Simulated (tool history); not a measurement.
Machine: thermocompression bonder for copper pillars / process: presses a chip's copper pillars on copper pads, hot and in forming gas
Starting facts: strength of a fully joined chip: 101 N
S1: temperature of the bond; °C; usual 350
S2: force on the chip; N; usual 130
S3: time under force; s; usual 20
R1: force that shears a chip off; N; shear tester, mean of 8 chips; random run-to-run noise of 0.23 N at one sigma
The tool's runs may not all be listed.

| run | day | S1 | S2 | S3 | R1 |
|---|---|---|---|---|---|
| 1 | 0.000 | 350 | 130 | 20 | 50.5 |
| 2 | 0.200 | 350 | 130 | 20 | 50.9 |
| 3 | 0.462 | 350 | 130 | 44 | 64.6 |
| 4 | 0.867 | 350 | 130 | 44 | 65.2 |
| 5 | 1.242 | 350 | 130 | 44 | 65.0 |
| 6 | 1.617 | 350 | 130 | 44 | 65.1 |
| 7 | 1.842 | 350 | 130 | 44 | 65.1 |
| 8 | 2.188 | 350 | 130 | 44 | 65.6 |
| 9 | 2.492 | 350 | 130 | 44 | 65.8 |
| 10 | 2.783 | 350 | 130 | 44 | 64.6 |
| 11 | 3.092 | 350 | 130 | 44 | 65.8 |
| 12 | 3.296 | 350 | 130 | 44 | 65.6 |
| 13 | 3.762 | 335 | 130 | 20 | 45.5 |
| 14 | 4.158 | 350 | 130 | 20 | 51.6 |
| 15 | 4.600 | 350 | 130 | 20 | 51.0 |
| 16 | 5.012 | 350 | 130 | 20 | 51.1 |
| 17 | 5.204 | 350 | 130 | 20 | 51.3 |
| 18 | 5.454 | 350 | 130 | 20 | 51.2 |
| 19 | 5.700 | 350 | 126 | 20 | 50.7 |
| 20 | 6.121 | 350 | 126 | 20 | 50.8 |
| 21 | 6.538 | 350 | 126 | 20 | 50.5 |
| 22 | 6.775 | 350 | 126 | 20 | 50.3 |
| 23 | 7.121 | 366 | 192 | 33 | 82.1 |
| 24 | 7.329 | 354 | 142 | 45 | 72.1 |
| 25 | 7.767 | 360 | 155 | 15 | 57.4 |
| 26 | 8.188 | 360 | 128 | 15 | 50.4 |
| 27 | 8.425 | 346 | 121 | 15 | 43.0 |
| 28 | 8.692 | 352 | 92 | 46 | 55.4 |
|  | 8.858 | gauge calibrated |
| 29 | 9.054 | 323 | 92 | 46 | 41.8 |
| 30 | 9.342 | 359 | 134 | 18 | 53.0 |
| 31 | 9.662 | 359 | 134 | 18 | 53.4 |
| 32 | 10.025 | 350 | 98 | 20 | 41.1 |
| 33 | 10.450 | 350 | 98 | 17 | 38.4 |
| 34 | 10.900 | 322 | 186 | 26 | 56.9 |
| 35 | 11.321 | 322 | 129 | 32 | 47.5 |
| 36 | 11.629 | 350 | 130 | 16 | 47.3 |
| 37 | 11.975 | 350 | 130 | 16 | 47.6 |
| 38 | 12.388 | 321 | 145 | 16 | 39.3 |
| 39 | 12.700 | 321 | 145 | 16 | 39.8 |
| 40 | 12.908 | 321 | 145 | 54 | 61.0 |

What would each run have given without the hidden state, its run-to-run variation left as it was?
Hidden state present: true temperature of the bond over the reading, C; force that reaches the chip, % of what is set; oxide that the forming gas leaves, % of the face; drift of the gauge itself on shear_n, %.
| run | R1 |
|---|---|
| 1 | 50.5 |
| 2 | 50.8 |
| 3 | 64.5 |
| 4 | 65.0 |
| 5 | 64.7 |
| 6 | 64.7 |
| 7 | 64.7 |
| 8 | 65.1 |
| 9 | 65.3 |
| 10 | 64.1 |
| 11 | 65.1 |
| 12 | 64.9 |
| 13 | 44.9 |
| 14 | 50.9 |
| 15 | 50.2 |
| 16 | 50.3 |
| 17 | 50.4 |
| 18 | 50.3 |
| 19 | 49.7 |
| 20 | 49.8 |
| 21 | 49.4 |
| 22 | 49.2 |
| 23 | 80.3 |
| 24 | 70.4 |
| 25 | 56.0 |
| 26 | 49.1 |
| 27 | 41.8 |
| 28 | 53.9 |
| 29 | 41.7 |
| 30 | 52.9 |
| 31 | 53.3 |
| 32 | 40.9 |
| 33 | 38.2 |
| 34 | 56.5 |
| 35 | 47.1 |
| 36 | 46.9 |
| 37 | 47.1 |
| 38 | 38.8 |
| 39 | 39.3 |
| 40 | 60.2 |

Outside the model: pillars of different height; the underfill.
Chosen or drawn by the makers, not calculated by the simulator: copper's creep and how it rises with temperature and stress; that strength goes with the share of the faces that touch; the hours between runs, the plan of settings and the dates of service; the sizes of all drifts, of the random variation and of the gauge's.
